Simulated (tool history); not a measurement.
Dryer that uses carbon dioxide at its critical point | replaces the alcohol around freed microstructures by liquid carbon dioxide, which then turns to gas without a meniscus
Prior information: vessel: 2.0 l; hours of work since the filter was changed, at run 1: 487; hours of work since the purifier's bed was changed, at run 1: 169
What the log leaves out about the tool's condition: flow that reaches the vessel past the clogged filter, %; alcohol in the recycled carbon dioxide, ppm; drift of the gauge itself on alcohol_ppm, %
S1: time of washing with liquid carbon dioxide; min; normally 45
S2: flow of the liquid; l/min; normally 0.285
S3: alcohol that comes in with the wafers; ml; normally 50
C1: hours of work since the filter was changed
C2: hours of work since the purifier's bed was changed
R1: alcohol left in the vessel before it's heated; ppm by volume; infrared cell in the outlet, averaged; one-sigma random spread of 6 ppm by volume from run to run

{"run": 1, "hour": 0.0, "S1": 45, "S2": 0.285, "S3": 50, "C1": 487, "C2": 169, "R1": 342}
{"run": 2, "hour": 47.5, "S1": 45, "S2": 0.285, "S3": 50, "C1": 508, "C2": 191, "R1": 342}
{"run": 3, "hour": 73.5, "S1": 45, "S2": 0.285, "S3": 50, "C1": 520, "C2": 203, "R1": 353}
{"run": 4, "hour": 124.6, "S1": 32, "S2": 0.285, "S3": 50, "C1": 544, "C2": 226, "R1": 1189}
{"run": 5, "hour": 172.9, "S1": 55, "S2": 0.285, "S3": 50, "C1": 566, "C2": 248, "R1": 155}
{"hour": 187.6, "done": "inlet filter changed"}
{"run": 6, "hour": 232.4, "S1": 65, "S2": 0.28, "S3": 25, "C1": 21, "C2": 275, "R1": 40}
{"run": 7, "hour": 263.2, "S1": 65, "S2": 0.28, "S3": 25, "C1": 35, "C2": 289, "R1": 42}
{"run": 8, "hour": 294.2, "S1": 65, "S2": 0.274, "S3": 95, "C1": 49, "C2": 304, "R1": 99}
{"run": 9, "hour": 322.4, "S1": 45, "S2": 0.372, "S3": 36, "C1": 62, "C2": 317, "R1": 72}
{"run": 10, "hour": 383.9, "S1": 52, "S2": 0.25, "S3": 32, "C1": 90, "C2": 345, "R1": 186}

Each row is a separate what-if for the run after 10, all from the same tool condition, not one after another. Results?
{"run": "A", "hour": 413.2, "S1": 41, "S2": 0.325, "S3": 41, "C1": 103, "C2": 358, "R1": "?"}
{"run": "B", "hour": 413.2, "S1": 46, "S2": 0.246, "S3": 34, "C1": 103, "C2": 358, "R1": "?"}
{"run": "C", "hour": 413.2, "S1": 52, "S2": 0.25, "S3": 84, "C1": 103, "C2": 358, "R1": "?"}
{"run": "D", "hour": 413.2, "S1": 52, "S2": 0.364, "S3": 32, "C1": 103, "C2": 358, "R1": "?"}

run=A R1=190
run=B R1=317
run=C R1=397
run=D R1=57
What these runs would have given with no unlogged condition in the tool:
run=A R1=143
run=B R1=263
run=C R1=334
run=D R1=21
